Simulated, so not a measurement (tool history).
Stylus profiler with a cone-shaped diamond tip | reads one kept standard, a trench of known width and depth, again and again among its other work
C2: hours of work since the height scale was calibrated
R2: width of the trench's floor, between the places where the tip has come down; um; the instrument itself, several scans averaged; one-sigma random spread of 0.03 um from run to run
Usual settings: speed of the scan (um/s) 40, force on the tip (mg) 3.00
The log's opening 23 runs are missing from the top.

Run 24, day 30.050: usual settings; scans with this tip 7011; C2 886. Result: depth of the trench (Å) 10214.4, R2 12.42 um.
Run 25, day 31.183: usual settings but speed of the scan (um/s) 39, force on the tip (mg) 6.87; scans with this tip 7161; C2 905. Result: depth of the trench (Å) 10354.1, R2 12.48 um.
Run 26, day 33.000: usual settings but speed of the scan (um/s) 23, force on the tip (mg) 2.37; scans with this tip 7402; C2 936. Result: depth of the trench (Å) 10190.4, R2 12.44 um.
Run 27, day 34.504: usual settings but speed of the scan (um/s) 23, force on the tip (mg) 2.37; scans with this tip 7602; C2 961. Result: depth of the trench (Å) 10191.0, R2 12.45 um.
Run 28, day 36.483: usual settings but speed of the scan (um/s) 14, force on the tip (mg) 1.43; scans with this tip 7864; C2 994. Result: depth of the trench (Å) 10148.6, R2 12.39 um.
Run 29, day 37.679: usual settings but speed of the scan (um/s) 82, force on the tip (mg) 5.23; scans with this tip 8022; C2 1014. Result: depth of the trench (Å) 10300.4, R2 12.07 um.
Run 30, day 38.679: usual settings but speed of the scan (um/s) 24, force on the tip (mg) 1.18; scans with this tip 8155; C2 1031. Result: depth of the trench (Å) 10141.0, R2 12.27 um.
Run 31, day 40.612: usual settings but speed of the scan (um/s) 24, force on the tip (mg) 1.18; scans with this tip 8412; C2 1064. Result: depth of the trench (Å) 10132.5, R2 12.22 um.
Run 32, day 42.000: usual settings but speed of the scan (um/s) 24, force on the tip (mg) 1.18; scans with this tip 8596; C2 1087. Result: depth of the trench (Å) 10141.9, R2 12.13 um.
Run 33, day 43.054: usual settings but speed of the scan (um/s) 24, force on the tip (mg) 1.18; scans with this tip 8735; C2 1104. Result: depth of the trench (Å) 10134.7, R2 12.14 um.
Run 34, day 44.375: usual settings but speed of the scan (um/s) 62, force on the tip (mg) 2.15; scans with this tip 8911; C2 1127. Result: depth of the trench (Å) 10187.0, R2 11.89 um.
Run 35, day 45.742: usual settings but speed of the scan (um/s) 62, force on the tip (mg) 2.15; scans with this tip 9092; C2 1150. Result: depth of the trench (Å) 10184.2, R2 11.92 um.
Run 36, day 47.100: usual settings but force on the tip (mg) 1.75; scans with this tip 9272; C2 1172. Result: depth of the trench (Å) 10171.5, R2 11.98 um.
Run 37, day 48.654: usual settings but speed of the scan (um/s) 58, force on the tip (mg) 5.25; scans with this tip 9478; C2 1198. Result: depth of the trench (Å) 10310.8, R2 12.00 um.
At day 49.267: height scale calibrated on a step standard.
Run 38, day 50.346: usual settings but speed of the scan (um/s) 145, force on the tip (mg) 3.63; scans with this tip 9700; C2 18. Result: depth of the trench (Å) 10217.6, R2 11.51 um.
Run 39, day 51.971: usual settings but speed of the scan (um/s) 159, force on the tip (mg) 1.73; scans with this tip 9916; C2 45. Result: depth of the trench (Å) 10134.7, R2 11.09 um.
Run 40, day 53.121: usual settings but speed of the scan (um/s) 16, force on the tip (mg) 7.52; scans with this tip 10068; C2 65. Result: depth of the trench (Å) 10346.8, R2 12.10 um.
Run 41, day 54.383: usual settings but speed of the scan (um/s) 28, force on the tip (mg) 8.32; scans with this tip 10235; C2 86. Result: depth of the trench (Å) 10371.7, R2 11.99 um.
Run 42, day 55.650: usual settings but speed of the scan (um/s) 137, force on the tip (mg) 1.22; scans with this tip 10404; C2 107. Result: depth of the trench (Å) 10110.1, R2 10.95 um.
Run 43, day 56.529: usual settings but speed of the scan (um/s) 126, force on the tip (mg) 6.86; scans with this tip 10520; C2 122. Result: depth of the trench (Å) 10330.6, R2 11.66 um.
Run 44, day 57.525: usual settings but speed of the scan (um/s) 52, force on the tip (mg) 2.58; scans with this tip 10652; C2 138. Result: depth of the trench (Å) 10177.3, R2 11.75 um.
Run 45, day 59.483: usual settings but speed of the scan (um/s) 148, force on the tip (mg) 3.02; scans with this tip 10912; C2 171. Result: depth of the trench (Å) 10198.6, R2 11.25 um.

4 ways to go on from here, each from the tool as it stands after run 45. What would each give?
Run A, day 60.796: usual settings but speed of the scan (um/s) 66; scans with this tip 11086; C2 193. Result: depth of the trench (Å) ?, R2 ?.
Run B, day 60.796: usual settings but speed of the scan (um/s) 92, force on the tip (mg) 6.43; scans with this tip 11086; C2 193. Result: depth of the trench (Å) ?, R2 ?.
Run C, day 60.796: usual settings but speed of the scan (um/s) 12; scans with this tip 11086; C2 193. Result: depth of the trench (Å) ?, R2 ?.
Run D, day 60.796: usual settings but speed of the scan (um/s) 148, force on the tip (mg) 8.93; scans with this tip 11086; C2 193. Result: depth of the trench (Å) ?, R2 ?.

run  depth of the trench (Å)     R2
  A                  10196.2  11.65
  B                  10321.1  11.64
  C                  10197.4  11.90
  D                  10393.8  11.58
Without the tool's hidden state the same runs would have given:
run  depth of the trench (Å)     R2
  A                  10182.3  13.68
  B                  10306.9  13.67
  C                  10183.5  13.93
  D                  10379.6  13.61
